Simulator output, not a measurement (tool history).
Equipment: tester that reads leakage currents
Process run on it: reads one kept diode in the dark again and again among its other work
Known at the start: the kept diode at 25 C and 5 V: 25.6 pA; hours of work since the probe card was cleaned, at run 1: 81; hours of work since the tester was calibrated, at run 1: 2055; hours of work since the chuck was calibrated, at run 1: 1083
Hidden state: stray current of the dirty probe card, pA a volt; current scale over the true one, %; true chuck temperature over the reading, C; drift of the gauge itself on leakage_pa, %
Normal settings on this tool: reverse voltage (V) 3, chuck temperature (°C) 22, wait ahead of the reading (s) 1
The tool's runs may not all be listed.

run    hour  reverse voltage (V)  chuck temperature (°C)  wait ahead of the reading (s)  hours of work since the probe card was cleaned  hours of work since the tester was calibrated  hours of work since the chuck was calibrated  current that the tester gives (pA)
  1       0                    3                      22                              1                                              81                                           2055                                          1083                                20.3
  2     146                    3                      22                              1                                             187                                           2161                                          1189                               21.05
  3   328.5                    3                      22                              1                                             319                                           2293                                          1321                               21.82
      461.1  -- tester calibrated
  4   511.5                    3                      22                              1                                             450                                             37                                          1452                               22.51
      525.9  -- chuck's temperature calibrated
  5   701.1                    3                      22                              1                                             586                                            173                                           127                               20.03
  6   883.3                    3                      58                              1                                             718                                            305                                           259                              219.46
  7   988.5                 8.25                      58                              1                                             795                                            381                                           335                              327.87
  8    1159                 8.25                      58                              1                                             918                                            504                                           459                               332.5
  9  1360.6                 8.25                      58                              1                                            1064                                            651                                           605                              340.85
 10  1524.5                    3                      22                              1                                            1183                                            769                                           724                                23.5
 11  1662.9                    3                      22                              1                                            1283                                            870                                           824                               24.25
 12  1811.5                  9.9                      22                              1                                            1391                                            977                                           932                               49.58
 13  1994.1                  9.9                      22                              1                                            1523                                           1110                                          1064                               51.95
 14  2126.8                  9.9                      22                              1                                            1620                                           1206                                          1160                               53.89
     2210.2  -- probe card cleaned and baked
 15  2278.5                  9.9                      22                              1                                              49                                           1314                                          1268                               70.56
 16  2489.9                  9.9                      22                              1                                             203                                           1467                                          1421                                  73
     2539.8  -- chuck's temperature calibrated
 17  2667.6                  9.9                      22                              1                                             330                                           1594                                            93                               69.78
 18  2762.4                  9.9                      22                              1                                             399                                           1663                                           161                               71.21
 19    2959                   11                      22                              1                                             541                                           1805                                           304                               79.78
 20  3106.2                   11                      22                              1                                             648                                           1912                                           411                                81.8
     3192.1  -- probe card cleaned and baked, once more
 21  3315.9                15.82                      21                           0.74                                              90                                           2062                                           560                               38.16
 22  3404.4                 2.43                      21                           0.74                                             154                                           2126                                           624                               16.77

Run 23 is up next; what results do you expect?
 23  3516.6                 2.43                      21                           0.74                                             235                                           2208                                           706                                   ?

current that the tester gives (pA): 17.32
Without the tool's hidden state the same run would have given current that the tester gives (pA) 14.96.
